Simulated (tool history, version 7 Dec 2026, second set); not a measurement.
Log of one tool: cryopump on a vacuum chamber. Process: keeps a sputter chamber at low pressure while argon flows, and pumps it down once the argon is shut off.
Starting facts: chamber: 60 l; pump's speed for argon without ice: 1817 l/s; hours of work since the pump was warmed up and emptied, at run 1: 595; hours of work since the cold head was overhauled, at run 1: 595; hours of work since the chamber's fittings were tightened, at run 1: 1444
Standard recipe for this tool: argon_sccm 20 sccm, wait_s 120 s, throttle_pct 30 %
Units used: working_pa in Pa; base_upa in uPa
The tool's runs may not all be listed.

run     day  argon_sccm  wait_s  throttle_pct  hours of work since the pump was warmed up and emptied  hours of work since the cold head was overhauled  hours of work since the chamber's fittings were tightened  working_pa  base_upa
  1       0          20     120            30                                                     595                                               595                                                       1444      0.0645      1.26
  2   1.396          20     120            30                                                     617                                               617                                                       1466      0.0645      1.24
  3   2.058          20     120            30                                                     627                                               627                                                       1476      0.0645      1.26
  4   3.162          36     120            30                                                     644                                               644                                                       1493      0.1164      1.26
  5   4.042          36     120            30                                                     658                                               658                                                       1507      0.1165      1.27
  6   5.012          36     120            30                                                     673                                               673                                                       1522      0.1175      1.23
  7   6.358          20     120            30                                                     695                                               695                                                       1544      0.0646      1.25
  8   7.538          20     120            43                                                     713                                               713                                                       1562      0.0464      1.26
  9   8.879          20     120            32                                                     734                                               734                                                       1583      0.0612      1.26
 10  10.267          20     120            32                                                     756                                               756                                                       1605      0.0615      1.32
 11  10.879          20     120            32                                                     766                                               766                                                       1615      0.0617      1.28
 12    11.9          20     120            32                                                     782                                               782                                                       1631      0.0615      1.36
 13  12.496          20     120            32                                                     791                                               791                                                       1640      0.0613      1.29
 14  13.646          20     120            30                                                     809                                               809                                                       1658      0.0654      1.32
 15  14.567          20     120            30                                                     823                                               823                                                       1673      0.0659      1.36
 16  15.142          20     120            30                                                     832                                               832                                                       1682      0.0656      1.29
 17  15.858          20     120            30                                                     844                                               844                                                       1693      0.0656      1.28
 18  17.217          11      57            30                                                     865                                               865                                                       1714      0.0364       1.9
 19  18.204          10     127            17                                                     881                                               881                                                       1730      0.0559      1.31
 20  19.058          11     120            20                                                     894                                               894                                                       1743      0.0539      1.39
 21  19.846          11     120            20                                                     906                                               906                                                       1755      0.0533      1.39
 22  20.583          22     120            22                                                     918                                               918                                                       1767      0.0981      1.36
 23  21.979          36     294            47                                                     940                                               940                                                       1789      0.0782      1.02
 24  22.558          14     162            47                                                     949                                               949                                                       1798      0.0304      1.22
 25  23.525          20      60            30                                                     964                                               964                                                       1813       0.066      1.99
     23.846  -- pump warmed up, emptied and cooled again
 26  25.083          13     142            26                                                      19                                               985                                                       1834      0.0466      1.18
 27  26.017          13     142            26                                                      34                                              1000                                                       1849      0.0466      1.15
 28   27.35          20      25            32                                                      55                                              1021                                                       1870      0.0584      3.54
 29  28.167          13      23            30                                                      68                                              1034                                                       1883      0.0407      3.78
 30  29.025          13      23            30                                                      81                                              1047                                                       1896      0.0401      3.84
 31  30.008          20      30            30                                                      97                                              1063                                                       1912      0.0622      2.99
 32  31.229          14     120            30                                                     116                                              1082                                                       1931      0.0442      1.28
 33  31.938          14     120            30                                                     127                                              1093                                                       1942       0.044      1.29

3 options for the next run, each taken on its own from the tool as it stands now. Forecast them:
  A  33.358          36      22            24                                                     149                                              1115                                                       1964           ?         ?
  B  33.358           9     163            17                                                     149                                              1115                                                       1964           ?         ?
  C  33.358          32      80            44                                                     149                                              1115                                                       1964           ?         ?

run  working_pa  base_upa
  A      0.1412      3.97
  B      0.0497      1.11
  C      0.0687      1.56
The same runs, with their run-to-run variation unchanged, on a tool lacking any hidden condition would have given:
run  working_pa  base_upa
  A      0.1399      3.44
  B      0.0494      0.58
  C      0.0675      1.03
